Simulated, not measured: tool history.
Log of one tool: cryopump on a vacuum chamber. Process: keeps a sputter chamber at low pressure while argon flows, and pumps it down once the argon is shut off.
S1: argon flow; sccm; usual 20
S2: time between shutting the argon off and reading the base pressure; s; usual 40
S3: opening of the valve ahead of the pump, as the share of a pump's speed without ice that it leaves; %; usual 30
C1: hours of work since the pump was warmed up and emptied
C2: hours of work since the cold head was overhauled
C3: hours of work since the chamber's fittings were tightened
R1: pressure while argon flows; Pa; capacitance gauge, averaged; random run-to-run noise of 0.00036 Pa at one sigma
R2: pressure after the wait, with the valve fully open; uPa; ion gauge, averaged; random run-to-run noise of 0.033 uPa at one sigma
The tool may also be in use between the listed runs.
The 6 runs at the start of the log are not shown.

run 7 hour=270.9 | S1=20 S2=210 S3=30 | C1=274 C2=608 C3=3080 | R1=0.076 R2=1.11
run 8 hour=297.8 | S1=20 S2=210 S3=30 | C1=286 C2=620 C3=3093 | R1=0.0762 R2=1.14
-- hour=357.4 pump warmed up, emptied and cooled again
run 9 hour=365 | S1=20 S2=210 S3=30 | C1=4 C2=650 C3=3122 | R1=0.0725 R2=1.07
run 10 hour=417.4 | S1=20 S2=40 S3=24 | C1=29 C2=675 C3=3147 | R1=0.0917 R2=2.4
run 11 hour=473.4 | S1=20 S2=40 S3=24 | C1=55 C2=701 C3=3174 | R1=0.0913 R2=2.34
run 12 hour=511.1 | S1=20 S2=40 S3=24 | C1=73 C2=719 C3=3192 | R1=0.0915 R2=2.41
run 13 hour=557.7 | S1=20 S2=40 S3=24 | C1=95 C2=741 C3=3214 | R1=0.0919 R2=2.43
run 14 hour=590.5 | S1=20 S2=40 S3=23 | C1=111 C2=757 C3=3229 | R1=0.0964 R2=2.36
run 15 hour=648.6 | S1=20 S2=258 S3=30 | C1=138 C2=785 C3=3257 | R1=0.074 R2=1.07
run 16 hour=711.2 | S1=20 S2=40 S3=30 | C1=168 C2=814 C3=3287 | R1=0.0746 R2=2.49
run 17 hour=763.3 | S1=20 S2=40 S3=30 | C1=193 C2=839 C3=3311 | R1=0.0745 R2=2.5
run 18 hour=803.1 | S1=17 S2=40 S3=30 | C1=212 C2=858 C3=3330 | R1=0.0635 R2=2.4
run 19 hour=861.7 | S1=39 S2=178 S3=24 | C1=240 C2=886 C3=3358 | R1=0.1822 R2=1.27
-- hour=908.9 leaking fittings of the chamber tightened, without venting
run 20 hour=917.7 | S1=39 S2=140 S3=20 | C1=265 C2=912 C3=4 | R1=0.2179 R2=0.76

What does the tool deliver on the next run?
run 21 hour=973.3 | S1=39 S2=93 S3=16 | C1=292 C2=938 C3=31 | R1=? R2=?

R1: 0.2715 Pa
R2: 0.97 uPa
Take away the tool's hidden state, keep the run-to-run variation as it was, and the same run would have given R1 0.2645 Pa, R2 0.87 uPa.

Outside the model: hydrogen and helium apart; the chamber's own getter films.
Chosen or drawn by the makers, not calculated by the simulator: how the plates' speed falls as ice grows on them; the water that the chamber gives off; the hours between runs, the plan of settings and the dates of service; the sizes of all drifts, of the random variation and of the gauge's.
